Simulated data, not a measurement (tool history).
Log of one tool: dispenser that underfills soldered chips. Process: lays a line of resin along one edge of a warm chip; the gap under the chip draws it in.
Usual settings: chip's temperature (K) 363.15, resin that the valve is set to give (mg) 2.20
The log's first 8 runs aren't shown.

run   hour  chip's temperature (K)  resin that the valve is set to give (mg)  hours of work since the syringe was changed  hours of work since the valve was cleaned  hours of work since the stage was calibrated  time until the resin shows at the far edge (s)  resin that the valve gave (mg)
      35.9  -- new syringe of resin
  9   36.6                  363.15                                      2.20                                            0                                         17                                           167                                            28.7                            2.16
 10   38.9                  363.15                                      2.20                                            2                                         19                                           168                                            31.3                            2.14
 11   41.7                  363.15                                      2.20                                            4                                         21                                           170                                            38.2                            2.16
 12   45.1                  363.15                                      2.20                                            6                                         23                                           173                                            43.8                            2.15
      47.9  -- new syringe of resin
 13   50.8                  363.15                                      2.90                                            2                                         27                                           176                                            31.7                            2.83
 14   56.3                  350.15                                      2.20                                            6                                         31                                           180                                            70.9                            2.13
      60.0  -- new syringe of resin
 15   60.5                  350.15                                      2.20                                            0                                         33                                           183                                            47.2                            2.12
 16   65.3                  363.15                                      2.20                                            4                                         37                                           186                                            36.7                            2.13
 17   67.6                  363.15                                      2.20                                            5                                         38                                           188                                            41.8                            2.12
 18   70.1                  363.15                                      2.20                                            7                                         40                                           190                                            47.2                            2.13
      72.1  -- new syringe of resin
 19   74.9                  355.15                                      1.98                                            2                                         43                                           193                                            44.4                            1.88
 20   79.6                  355.15                                      1.98                                            5                                         47                                           196                                            58.1                            1.89
 21   82.4                  374.15                                      1.98                                            7                                         49                                           198                                            33.3                            1.90
      84.2  -- new syringe of resin
 22   86.5                  373.15                                      2.48                                            2                                         51                                           201                                            21.7                            2.35
 23   89.1                  369.15                                      2.27                                            3                                         53                                           203                                            29.8                            2.16
 24   94.5                  369.15                                      2.27                                            7                                         57                                           207                                            37.9                            2.14
      96.3  -- new syringe of resin
 25   99.2                  369.15                                      2.27                                            2                                         60                                           210                                            26.4                            2.13
 26  104.9                  369.15                                      2.27                                            6                                         64                                           214                                            34.5                            2.13
     108.4  -- new syringe of resin
 27  109.3                  349.15                                      2.19                                            1                                         67                                           217                                            51.4                            2.05
 28  112.5                  349.15                                      2.02                                            3                                         69                                           219                                            62.4                            1.91
 29  115.6                  371.15                                      2.16                                            5                                         71                                           221                                            30.8                            1.99
 30  119.3                  374.15                                      1.90                                            8                                         74                                           224                                            36.4                            1.76
     120.7  -- new syringe of resin
 31  122.8                  374.15                                      1.90                                            1                                         76                                           226                                            22.3                            1.78
 32  126.5                  353.15                                      2.69                                            4                                         79                                           228                                            53.2                            2.46

Forecast run 33:
 33  130.9                  355.15                                      2.35                                            7                                         82                                           232                                               ?                               ?

{"run 33": {"time until the resin shows at the far edge (s)": 64.3, "resin that the valve gave (mg)": 2.17}}
Without the tool's hidden state the same run would have given time until the resin shows at the far edge (s) 35.7, resin that the valve gave (mg) 2.36.
